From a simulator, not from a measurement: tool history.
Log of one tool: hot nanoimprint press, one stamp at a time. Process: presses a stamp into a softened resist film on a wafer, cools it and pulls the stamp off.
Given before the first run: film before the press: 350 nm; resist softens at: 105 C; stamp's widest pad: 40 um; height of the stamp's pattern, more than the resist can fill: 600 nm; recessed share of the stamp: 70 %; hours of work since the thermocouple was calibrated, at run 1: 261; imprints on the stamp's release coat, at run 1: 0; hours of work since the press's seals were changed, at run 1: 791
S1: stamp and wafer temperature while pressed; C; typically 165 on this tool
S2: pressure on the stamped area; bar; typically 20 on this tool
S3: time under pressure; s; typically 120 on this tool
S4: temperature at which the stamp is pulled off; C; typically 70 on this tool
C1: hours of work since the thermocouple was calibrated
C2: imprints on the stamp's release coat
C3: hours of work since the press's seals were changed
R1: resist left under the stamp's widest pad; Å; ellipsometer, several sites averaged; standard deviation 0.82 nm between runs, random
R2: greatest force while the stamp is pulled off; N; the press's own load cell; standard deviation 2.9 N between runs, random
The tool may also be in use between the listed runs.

run     day   S1    S2   S3  S4   C1   C2   C3    R1   R2
  1       0  165    20  120  70  261    0  791  1626  162
  2   3.092  165    20  120  55  300  282  830  1624  208
  3   5.179  165    20  120  55  327  472  856  1629  220
  4   6.725  165    20  120  55  346  613  876  1628  236
      7.933  -- press's hydraulic seals changed and the load cell set to zero
       9.25  -- stamp cleaned and given a new release coat
  5  10.112  165    20  120  55  382   79   24  1592  198
  6  12.479  165    20  120  63  412  295   55  1619  197
  7  15.621  165    20  120  70  452  582   94  1618  197
     17.938  -- stamp cleaned and given a new release coat
  8  19.567  174    20  120  70  499  148  141  1071  170
  9  21.358  165    20   67  70  521  312  164  1987  181
 10  23.221  165    20   67  70  545  482  188  1989  191
     25.458  -- plate thermocouple calibrated
 11  25.458  164  23.4  202  62    0  675  214  1407  220
     26.708  -- stamp cleaned and given a new release coat
 12  29.317  165    20  120  70   46  238  260  1763  178
 13   32.95  165  17.9  232  70   92  570  306  1483  195

Estimate the outcome of run 14 from the log above:
 14  34.554  157  20  120  70  112  716  327   ?   ?

Run 14 produced R1 2538 Å, R2 209 N.
On a tool with no hidden condition, and with the same random variation, this run would have come out at R1 2225 Å, R2 162 N.
